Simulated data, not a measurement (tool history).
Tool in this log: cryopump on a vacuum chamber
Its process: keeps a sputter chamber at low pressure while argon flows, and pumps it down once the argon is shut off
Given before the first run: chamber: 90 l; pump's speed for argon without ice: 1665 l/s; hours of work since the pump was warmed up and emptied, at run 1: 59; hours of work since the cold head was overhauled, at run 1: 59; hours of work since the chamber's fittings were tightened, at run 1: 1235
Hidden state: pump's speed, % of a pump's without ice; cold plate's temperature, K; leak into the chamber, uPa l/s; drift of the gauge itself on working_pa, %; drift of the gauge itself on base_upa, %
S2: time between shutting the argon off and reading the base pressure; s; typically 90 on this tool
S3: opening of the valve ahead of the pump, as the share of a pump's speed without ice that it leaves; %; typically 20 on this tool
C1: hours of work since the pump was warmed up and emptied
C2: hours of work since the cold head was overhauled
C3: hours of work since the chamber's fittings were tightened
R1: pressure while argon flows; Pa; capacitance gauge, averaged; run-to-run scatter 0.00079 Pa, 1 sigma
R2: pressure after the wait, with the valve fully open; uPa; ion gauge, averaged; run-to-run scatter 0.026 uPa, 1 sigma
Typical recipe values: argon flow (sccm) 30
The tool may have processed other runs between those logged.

run 1 day=0 | argon_flow_(sccm)=30 S2=90 S3=20 | C1=59 C2=59 C3=1235 | R1=0.1531 R2=2.74
run 2 day=0.875 | argon_flow_(sccm)=31 S2=90 S3=20 | C1=74 C2=74 C3=1250 | R1=0.1584 R2=2.79
run 3 day=1.833 | argon_flow_(sccm)=31 S2=90 S3=20 | C1=90 C2=90 C3=1267 | R1=0.1581 R2=2.8
run 4 day=2.846 | argon_flow_(sccm)=31 S2=90 S3=20 | C1=108 C2=108 C3=1284 | R1=0.1605 R2=2.85
run 5 day=3.417 | argon_flow_(sccm)=44 S2=90 S3=20 | C1=118 C2=118 C3=1294 | R1=0.2246 R2=2.97
run 6 day=3.992 | argon_flow_(sccm)=44 S2=90 S3=20 | C1=128 C2=128 C3=1304 | R1=0.2273 R2=2.92
run 7 day=4.458 | argon_flow_(sccm)=24 S2=90 S3=20 | C1=136 C2=136 C3=1312 | R1=0.1229 R2=2.99
run 8 day=5.104 | argon_flow_(sccm)=24 S2=90 S3=20 | C1=147 C2=147 C3=1323 | R1=0.1237 R2=3.04
run 9 day=6.158 | argon_flow_(sccm)=30 S2=201 S3=20 | C1=165 C2=165 C3=1341 | R1=0.1536 R2=2.46
run 10 day=7.158 | argon_flow_(sccm)=30 S2=201 S3=20 | C1=182 C2=182 C3=1358 | R1=0.1546 R2=2.46
run 11 day=7.733 | argon_flow_(sccm)=30 S2=40 S3=20 | C1=192 C2=192 C3=1368 | R1=0.1534 R2=4.19
run 12 day=8.325 | argon_flow_(sccm)=30 S2=127 S3=18 | C1=202 C2=202 C3=1379 | R1=0.1718 R2=2.89
run 13 day=9.162 | argon_flow_(sccm)=30 S2=127 S3=18 | C1=217 C2=217 C3=1393 | R1=0.1713 R2=2.82
run 14 day=9.95 | argon_flow_(sccm)=25 S2=90 S3=20 | C1=230 C2=230 C3=1407 | R1=0.1289 R2=3.19
run 15 day=11.025 | argon_flow_(sccm)=25 S2=90 S3=20 | C1=249 C2=249 C3=1425 | R1=0.1302 R2=3.21
run 16 day=11.558 | argon_flow_(sccm)=25 S2=90 S3=20 | C1=258 C2=258 C3=1434 | R1=0.1303 R2=3.18
run 17 day=12.221 | argon_flow_(sccm)=25 S2=87 S3=17 | C1=269 C2=269 C3=1446 | R1=0.1522 R2=3.23
run 18 day=12.871 | argon_flow_(sccm)=25 S2=87 S3=17 | C1=281 C2=281 C3=1457 | R1=0.1522 R2=3.39
run 19 day=13.95 | argon_flow_(sccm)=21 S2=57 S3=25 | C1=299 C2=299 C3=1476 | R1=0.0879 R2=3.86
run 20 day=14.742 | argon_flow_(sccm)=21 S2=57 S3=25 | C1=313 C2=313 C3=1489 | R1=0.0885 R2=3.91

Selected run-to-run steps in R1, each split into two signed amounts: the part the tool would show with no hidden state at all (from settings, incoming material and random variation), and the remainder, which goes to the hidden state together with any gauge scatter not common to the measured and the hidden-state-free results:
Run 4 -> 5: argon flow (sccm) 31 -> 44. R1 +0.0641 Pa: hidden state +0.0007, all else +0.0634.
Run 6 -> 7: argon flow (sccm) 44 -> 24. R1 -0.1044 Pa: hidden state -0.0009, all else -0.1035.
Run 18 -> 19: argon flow (sccm) 25 -> 21, S2 87 -> 57, S3 17 -> 25. R1 -0.0643 Pa: hidden state -0.0002, all else -0.0641.

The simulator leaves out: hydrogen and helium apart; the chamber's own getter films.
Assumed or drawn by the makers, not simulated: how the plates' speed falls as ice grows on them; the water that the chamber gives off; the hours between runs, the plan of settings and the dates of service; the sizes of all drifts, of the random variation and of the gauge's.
